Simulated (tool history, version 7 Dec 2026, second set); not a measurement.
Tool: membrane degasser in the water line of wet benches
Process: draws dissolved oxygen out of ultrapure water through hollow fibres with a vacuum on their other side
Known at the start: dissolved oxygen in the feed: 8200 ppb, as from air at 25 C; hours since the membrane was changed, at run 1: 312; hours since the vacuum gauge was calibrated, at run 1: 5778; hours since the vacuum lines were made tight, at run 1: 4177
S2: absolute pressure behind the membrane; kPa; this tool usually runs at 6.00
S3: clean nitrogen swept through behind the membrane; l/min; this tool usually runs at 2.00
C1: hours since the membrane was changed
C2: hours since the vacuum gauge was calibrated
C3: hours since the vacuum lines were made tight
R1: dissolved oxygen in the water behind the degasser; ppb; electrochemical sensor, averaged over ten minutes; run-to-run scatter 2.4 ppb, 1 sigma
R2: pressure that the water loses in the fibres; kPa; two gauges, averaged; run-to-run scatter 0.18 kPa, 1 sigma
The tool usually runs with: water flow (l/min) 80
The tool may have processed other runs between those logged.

run 1 day=0.000 | water_flow_(l/min)=80 S2=6.00 S3=2.00 | C1=312 C2=5778 C3=4177 | R1=302.0 R2=44.51
run 2 day=4.838 | water_flow_(l/min)=80 S2=6.00 S3=2.00 | C1=428 C2=5894 C3=4293 | R1=305.8 R2=44.54
run 3 day=8.612 | water_flow_(l/min)=80 S2=6.60 S3=2.00 | C1=519 C2=5985 C3=4384 | R1=353.6 R2=44.68
run 4 day=12.404 | water_flow_(l/min)=80 S2=6.00 S3=3.17 | C1=610 C2=6076 C3=4475 | R1=233.6 R2=44.42
run 5 day=17.283 | water_flow_(l/min)=80 S2=6.00 S3=3.17 | C1=727 C2=6193 C3=4592 | R1=228.1 R2=44.65
run 6 day=22.167 | water_flow_(l/min)=80 S2=14.48 S3=3.17 | C1=844 C2=6310 C3=4709 | R1=654.0 R2=44.57
run 7 day=24.279 | water_flow_(l/min)=80 S2=14.48 S3=3.17 | C1=895 C2=6361 C3=4760 | R1=651.2 R2=44.46
run 8 day=27.267 | water_flow_(l/min)=80 S2=14.48 S3=3.17 | C1=966 C2=6433 C3=4832 | R1=658.6 R2=44.57
run 9 day=32.154 | water_flow_(l/min)=80 S2=14.48 S3=3.17 | C1=1084 C2=6550 C3=4949 | R1=654.7 R2=44.63
run 10 day=36.388 | water_flow_(l/min)=80 S2=14.48 S3=3.17 | C1=1185 C2=6652 C3=5050 | R1=661.8 R2=44.35
run 11 day=39.362 | water_flow_(l/min)=88 S2=6.00 S3=1.20 | C1=1257 C2=6723 C3=5122 | R1=461.3 R2=48.75
run 12 day=42.812 | water_flow_(l/min)=88 S2=6.00 S3=1.20 | C1=1339 C2=6806 C3=5205 | R1=459.1 R2=49.15
run 13 day=44.808 | water_flow_(l/min)=118 S2=13.09 S3=3.96 | C1=1387 C2=6854 C3=5252 | R1=747.0 R2=65.91
run 14 day=47.512 | water_flow_(l/min)=48 S2=6.84 S3=3.15 | C1=1452 C2=6919 C3=5317 | R1=152.5 R2=26.48
run 15 day=51.662 | water_flow_(l/min)=48 S2=6.84 S3=3.15 | C1=1552 C2=7018 C3=5417 | R1=152.8 R2=26.92
run 16 day=56.096 | water_flow_(l/min)=80 S2=6.03 S3=2.44 | C1=1658 C2=7125 C3=5523 | R1=281.9 R2=44.63
run 17 day=59.221 | water_flow_(l/min)=68 S2=6.03 S3=2.72 | C1=1733 C2=7200 C3=5598 | R1=214.3 R2=37.90
-- day=61.538 vacuum gauge calibrated
run 18 day=64.079 | water_flow_(l/min)=56 S2=12.67 S3=2.00 | C1=1849 C2=61 C3=5715 | R1=554.2 R2=31.38
run 19 day=68.221 | water_flow_(l/min)=56 S2=12.67 S3=2.00 | C1=1949 C2=160 C3=5814 | R1=553.2 R2=31.50

5 ways to go on from here, each from the tool as it stands after run 19. What would each give?
run A day=70.242 | water_flow_(l/min)=122 S2=6.00 S3=0.89 | C1=1997 C2=209 C3=5862 | R1=? R2=?
run B day=70.242 | water_flow_(l/min)=56 S2=12.67 S3=0.85 | C1=1997 C2=209 C3=5862 | R1=? R2=?
run C day=70.242 | water_flow_(l/min)=80 S2=6.00 S3=3.73 | C1=1997 C2=209 C3=5862 | R1=? R2=?
run D day=70.242 | water_flow_(l/min)=90 S2=5.00 S3=0.91 | C1=1997 C2=209 C3=5862 | R1=? R2=?
run E day=70.242 | water_flow_(l/min)=80 S2=12.37 S3=2.00 | C1=1997 C2=209 C3=5862 | R1=? R2=?

run=A R1=661.9 R2=68.08
run=B R1=1029.5 R2=31.35
run=C R1=199.0 R2=45.03
run=D R1=355.5 R2=50.57
run=E R1=744.2 R2=44.91
Stripped of hidden state, with their random variation kept, the same runs would have yielded:
run=A R1=658.6 R2=67.31
run=B R1=1031.6 R2=31.00
run=C R1=195.3 R2=44.53
run=D R1=353.4 R2=50.01
run=E R1=740.9 R2=44.41
